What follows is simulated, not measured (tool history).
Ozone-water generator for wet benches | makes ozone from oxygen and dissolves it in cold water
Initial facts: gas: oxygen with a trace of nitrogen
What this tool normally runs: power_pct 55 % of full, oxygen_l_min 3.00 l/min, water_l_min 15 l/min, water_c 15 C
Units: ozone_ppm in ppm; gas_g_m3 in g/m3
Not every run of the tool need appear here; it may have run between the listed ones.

{"run": 1, "hour": 0.0, "power_pct": 55, "oxygen_l_min": 3.0, "water_l_min": 15, "water_c": 15, "ozone_ppm": 17.9, "gas_g_m3": 172.1}
{"run": 2, "hour": 90.7, "power_pct": 55, "oxygen_l_min": 3.0, "water_l_min": 15, "water_c": 15, "ozone_ppm": 18.1, "gas_g_m3": 173.0}
{"run": 3, "hour": 247.1, "power_pct": 55, "oxygen_l_min": 3.0, "water_l_min": 16, "water_c": 15, "ozone_ppm": 17.1, "gas_g_m3": 172.2}
{"run": 4, "hour": 391.8, "power_pct": 55, "oxygen_l_min": 3.0, "water_l_min": 16, "water_c": 15, "ozone_ppm": 16.9, "gas_g_m3": 172.1}
{"run": 5, "hour": 492.0, "power_pct": 55, "oxygen_l_min": 3.0, "water_l_min": 16, "water_c": 15, "ozone_ppm": 16.8, "gas_g_m3": 172.6}
{"run": 6, "hour": 699.8, "power_pct": 55, "oxygen_l_min": 3.0, "water_l_min": 16, "water_c": 15, "ozone_ppm": 16.6, "gas_g_m3": 170.2}
{"run": 7, "hour": 873.3, "power_pct": 55, "oxygen_l_min": 2.09, "water_l_min": 15, "water_c": 15, "ozone_ppm": 16.1, "gas_g_m3": 200.0}
{"run": 8, "hour": 991.5, "power_pct": 55, "oxygen_l_min": 2.09, "water_l_min": 15, "water_c": 15, "ozone_ppm": 16.4, "gas_g_m3": 198.2}
{"run": 9, "hour": 1203.6, "power_pct": 55, "oxygen_l_min": 2.09, "water_l_min": 15, "water_c": 15, "ozone_ppm": 15.9, "gas_g_m3": 200.4}
{"run": 10, "hour": 1291.2, "power_pct": 55, "oxygen_l_min": 2.09, "water_l_min": 15, "water_c": 15, "ozone_ppm": 15.8, "gas_g_m3": 196.7}
{"run": 11, "hour": 1422.0, "power_pct": 55, "oxygen_l_min": 2.09, "water_l_min": 15, "water_c": 15, "ozone_ppm": 16.0, "gas_g_m3": 196.1}
{"run": 12, "hour": 1583.6, "power_pct": 90, "oxygen_l_min": 3.0, "water_l_min": 15, "water_c": 15, "ozone_ppm": 21.6, "gas_g_m3": 209.9}
{"run": 13, "hour": 1781.3, "power_pct": 90, "oxygen_l_min": 3.0, "water_l_min": 15, "water_c": 15, "ozone_ppm": 21.3, "gas_g_m3": 207.5}
{"run": 14, "hour": 1869.7, "power_pct": 90, "oxygen_l_min": 3.0, "water_l_min": 15, "water_c": 15, "ozone_ppm": 21.2, "gas_g_m3": 208.8}
{"run": 15, "hour": 2063.7, "power_pct": 55, "oxygen_l_min": 3.0, "water_l_min": 15, "water_c": 15, "ozone_ppm": 16.6, "gas_g_m3": 165.4}
{"run": 16, "hour": 2204.3, "power_pct": 55, "oxygen_l_min": 3.0, "water_l_min": 15, "water_c": 15, "ozone_ppm": 16.7, "gas_g_m3": 162.4}
{"hour": 2214.2, "done": "water thermometer calibrated"}
{"run": 17, "hour": 2349.2, "power_pct": 55, "oxygen_l_min": 3.0, "water_l_min": 15, "water_c": 15, "ozone_ppm": 16.6, "gas_g_m3": 162.6}
{"run": 18, "hour": 2538.7, "power_pct": 55, "oxygen_l_min": 3.0, "water_l_min": 15, "water_c": 15, "ozone_ppm": 16.6, "gas_g_m3": 163.4}
{"hour": 2651.6, "done": "contactor cleaned"}
{"run": 19, "hour": 2651.6, "power_pct": 55, "oxygen_l_min": 3.0, "water_l_min": 15, "water_c": 15, "ozone_ppm": 16.9, "gas_g_m3": 161.9}
{"hour": 2747.1, "done": "water thermometer calibrated, once more"}
{"run": 20, "hour": 2804.7, "power_pct": 55, "oxygen_l_min": 3.0, "water_l_min": 19, "water_c": 14, "ozone_ppm": 14.1, "gas_g_m3": 160.8}
{"run": 21, "hour": 2950.5, "power_pct": 55, "oxygen_l_min": 3.0, "water_l_min": 19, "water_c": 14, "ozone_ppm": 13.7, "gas_g_m3": 159.7}
{"run": 22, "hour": 3065.6, "power_pct": 55, "oxygen_l_min": 3.0, "water_l_min": 19, "water_c": 14, "ozone_ppm": 14.1, "gas_g_m3": 160.5}
{"run": 23, "hour": 3176.5, "power_pct": 46, "oxygen_l_min": 2.88, "water_l_min": 15, "water_c": 15, "ozone_ppm": 15.4, "gas_g_m3": 150.4}
{"run": 24, "hour": 3290.9, "power_pct": 46, "oxygen_l_min": 2.88, "water_l_min": 12, "water_c": 18, "ozone_ppm": 17.8, "gas_g_m3": 149.1}
{"hour": 3341.9, "done": "electrodes of the discharge changed"}
{"run": 25, "hour": 3508.6, "power_pct": 46, "oxygen_l_min": 2.88, "water_l_min": 12, "water_c": 18, "ozone_ppm": 19.8, "gas_g_m3": 166.9}
{"run": 26, "hour": 3610.1, "power_pct": 46, "oxygen_l_min": 2.88, "water_l_min": 12, "water_c": 18, "ozone_ppm": 19.7, "gas_g_m3": 166.1}
{"run": 27, "hour": 3802.3, "power_pct": 46, "oxygen_l_min": 2.88, "water_l_min": 12, "water_c": 18, "ozone_ppm": 19.5, "gas_g_m3": 165.9}
{"run": 28, "hour": 3940.3, "power_pct": 46, "oxygen_l_min": 2.88, "water_l_min": 12, "water_c": 18, "ozone_ppm": 19.4, "gas_g_m3": 166.1}
{"run": 29, "hour": 4034.3, "power_pct": 46, "oxygen_l_min": 2.88, "water_l_min": 12, "water_c": 18, "ozone_ppm": 19.5, "gas_g_m3": 165.2}
{"run": 30, "hour": 4247.9, "power_pct": 58, "oxygen_l_min": 2.73, "water_l_min": 12, "water_c": 18, "ozone_ppm": 21.8, "gas_g_m3": 186.5}
{"run": 31, "hour": 4418.5, "power_pct": 58, "oxygen_l_min": 2.73, "water_l_min": 12, "water_c": 18, "ozone_ppm": 21.1, "gas_g_m3": 188.1}
{"run": 32, "hour": 4567.8, "power_pct": 58, "oxygen_l_min": 2.73, "water_l_min": 12, "water_c": 18, "ozone_ppm": 20.8, "gas_g_m3": 187.6}
{"run": 33, "hour": 4747.0, "power_pct": 55, "oxygen_l_min": 1.97, "water_l_min": 22, "water_c": 12, "ozone_ppm": 11.3, "gas_g_m3": 210.5}
{"run": 34, "hour": 4881.5, "power_pct": 55, "oxygen_l_min": 3.0, "water_l_min": 20, "water_c": 11, "ozone_ppm": 14.4, "gas_g_m3": 175.2}

Had the tool no unlogged condition, and each run kept its random variation, what would the results have been?
Hidden conditions of the tool in this case: yield of the discharge, % of new electrodes'; contactor's efficiency, % of a clean one's; true water temperature over the reading, C; drift of the gauge itself on ozone_ppm, %; drift of the gauge itself on gas_g_m3, %.
run=1 ozone_ppm=19.1 gas_g_m3=179.9
run=2 ozone_ppm=19.3 gas_g_m3=181.2
run=3 ozone_ppm=18.4 gas_g_m3=181.1
run=4 ozone_ppm=18.3 gas_g_m3=181.6
run=5 ozone_ppm=18.3 gas_g_m3=182.5
run=6 ozone_ppm=18.2 gas_g_m3=181.0
run=7 ozone_ppm=17.7 gas_g_m3=213.5
run=8 ozone_ppm=18.1 gas_g_m3=212.2
run=9 ozone_ppm=17.7 gas_g_m3=215.7
run=10 ozone_ppm=17.7 gas_g_m3=212.2
run=11 ozone_ppm=17.9 gas_g_m3=212.3
run=12 ozone_ppm=24.9 gas_g_m3=233.5
run=13 ozone_ppm=24.9 gas_g_m3=232.4
run=14 ozone_ppm=24.9 gas_g_m3=234.5
run=15 ozone_ppm=19.2 gas_g_m3=182.2
run=16 ozone_ppm=19.3 gas_g_m3=179.7
run=17 ozone_ppm=19.4 gas_g_m3=180.6
run=18 ozone_ppm=19.5 gas_g_m3=182.4
run=19 ozone_ppm=19.2 gas_g_m3=181.2
run=20 ozone_ppm=16.0 gas_g_m3=180.7
run=21 ozone_ppm=15.6 gas_g_m3=180.2
run=22 ozone_ppm=16.1 gas_g_m3=181.7
run=23 ozone_ppm=17.5 gas_g_m3=168.7
run=24 ozone_ppm=20.3 gas_g_m3=167.7
run=25 ozone_ppm=20.2 gas_g_m3=168.0
run=26 ozone_ppm=20.2 gas_g_m3=167.6
run=27 ozone_ppm=20.1 gas_g_m3=168.1
run=28 ozone_ppm=20.1 gas_g_m3=168.7
run=29 ozone_ppm=20.3 gas_g_m3=168.2
run=30 ozone_ppm=22.9 gas_g_m3=191.5
run=31 ozone_ppm=22.3 gas_g_m3=193.9
run=32 ozone_ppm=22.1 gas_g_m3=194.0
run=33 ozone_ppm=12.2 gas_g_m3=218.5
run=34 ozone_ppm=15.5 gas_g_m3=182.4

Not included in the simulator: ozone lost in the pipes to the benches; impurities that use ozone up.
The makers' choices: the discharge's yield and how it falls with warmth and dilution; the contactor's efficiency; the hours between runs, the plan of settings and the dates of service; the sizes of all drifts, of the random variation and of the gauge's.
